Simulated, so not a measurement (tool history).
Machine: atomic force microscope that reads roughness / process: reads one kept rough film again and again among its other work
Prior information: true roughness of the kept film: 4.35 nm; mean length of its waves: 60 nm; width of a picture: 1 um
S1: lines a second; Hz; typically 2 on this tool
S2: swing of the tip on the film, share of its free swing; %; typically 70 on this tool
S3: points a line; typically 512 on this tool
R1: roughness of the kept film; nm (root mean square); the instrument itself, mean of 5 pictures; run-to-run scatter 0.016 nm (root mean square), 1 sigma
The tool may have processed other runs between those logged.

| run | hour | S1 | S2 | S3 | R1 |
|---|---|---|---|---|---|
| 1 | 0 | 2 | 70 | 512 | 3.835 |
|  | 4.2 | new tip fitted |
| 2 | 21.9 | 2 | 70 | 502 | 3.84 |
| 3 | 36.3 | 2 | 70 | 502 | 3.85 |
| 4 | 59 | 0.9 | 70 | 512 | 4.069 |
| 5 | 70.9 | 0.9 | 89 | 512 | 3.807 |
|  | 87.9 | new tip fitted |
| 6 | 87.9 | 2 | 70 | 512 | 3.848 |
| 7 | 110.4 | 2 | 70 | 512 | 3.856 |
| 8 | 121.4 | 2 | 70 | 512 | 3.82 |
| 9 | 135.8 | 2 | 70 | 288 | 3.841 |
| 10 | 150.9 | 2 | 70 | 288 | 3.851 |
| 11 | 168.8 | 2 | 63 | 288 | 3.942 |
|  | 171.1 | new tip fitted |
| 12 | 183 | 2 | 63 | 288 | 3.952 |
| 13 | 200.5 | 2 | 63 | 288 | 3.947 |
| 14 | 214.9 | 2 | 63 | 288 | 3.968 |
| 15 | 232.4 | 2 | 63 | 288 | 3.975 |
| 16 | 244.8 | 2 | 63 | 288 | 3.976 |
|  | 254.4 | new tip fitted |
| 17 | 259.4 | 2 | 69 | 512 | 3.882 |
| 18 | 280.1 | 2.62 | 70 | 512 | 3.759 |
| 19 | 295.9 | 2.62 | 70 | 512 | 3.739 |
| 20 | 313.7 | 2 | 70 | 473 | 3.871 |
| 21 | 328 | 2 | 70 | 473 | 3.844 |
|  | 339 | new tip fitted |
| 22 | 341.4 | 2 | 70 | 473 | 3.855 |
| 23 | 363.1 | 2 | 70 | 473 | 3.861 |
| 24 | 381.8 | 2 | 70 | 512 | 3.846 |
| 25 | 401.9 | 2 | 70 | 512 | 3.846 |
| 26 | 419.2 | 1.79 | 70 | 512 | 3.882 |
|  | 422.8 | new tip fitted |
| 27 | 436.1 | 0.85 | 68 | 512 | 4.069 |
| 28 | 457.9 | 0.85 | 68 | 512 | 4.087 |
| 29 | 480.2 | 2.25 | 66 | 512 | 3.893 |
| 30 | 502.5 | 2.25 | 66 | 512 | 3.866 |
|  | 506.7 | new tip fitted |
| 31 | 524.4 | 1.03 | 60 | 811 | 4.15 |
| 32 | 536 | 2 | 85 | 512 | 3.474 |
| 33 | 549.9 | 1.77 | 83 | 512 | 3.604 |
| 34 | 562.2 | 0.54 | 87 | 512 | 3.968 |
| 35 | 573.8 | 2.16 | 63 | 414 | 3.953 |
| 36 | 586.8 | 2 | 76 | 309 | 3.723 |
|  | 590.5 | new tip fitted |
| 37 | 609.5 | 0.87 | 70 | 457 | 4.076 |
| 38 | 619.4 | 1.32 | 59 | 485 | 4.109 |
| 39 | 639.2 | 1.32 | 59 | 485 | 4.093 |
| 40 | 659.3 | 0.94 | 76 | 485 | 3.959 |
|  | 674.4 | new tip fitted |
| 41 | 676.3 | 0.55 | 70 | 447 | 4.136 |
| 42 | 692.6 | 0.54 | 70 | 870 | 4.141 |
| 43 | 708 | 1.91 | 79 | 770 | 3.668 |
| 44 | 717.9 | 1.91 | 79 | 770 | 3.639 |
| 45 | 729.5 | 2.38 | 80 | 512 | 3.508 |
| 46 | 747.1 | 2.38 | 80 | 512 | 3.521 |
|  | 757.7 | new tip fitted |
| 47 | 766 | 0.83 | 80 | 512 | 3.967 |
| 48 | 784.1 | 0.96 | 61 | 875 | 4.135 |
| 49 | 801.9 | 0.96 | 61 | 875 | 4.115 |
| 50 | 813 | 3.49 | 76 | 912 | 3.407 |
| 51 | 830.1 | 0.97 | 62 | 528 | 4.097 |
|  | 841.1 | new tip fitted |
| 52 | 850.4 | 1.15 | 62 | 892 | 4.097 |

4 options for the next run, each taken on its own from the tool as it stands now. Forecast them:
| A | 871.1 | 0.84 | 76 | 441 | ? |
| B | 871.1 | 0.77 | 62 | 892 | ? |
| C | 871.1 | 2 | 56 | 405 | ? |
| D | 871.1 | 2 | 58 | 512 | ? |

| run | R1 |
|---|---|
| A | 3.971 |
| B | 4.165 |
| C | 4.067 |
| D | 4.05 |
Without the tool's unlogged condition, the same runs would have read:
| run | R1 |
|---|---|
| A | 3.974 |
| B | 4.168 |
| C | 4.07 |
| D | 4.053 |
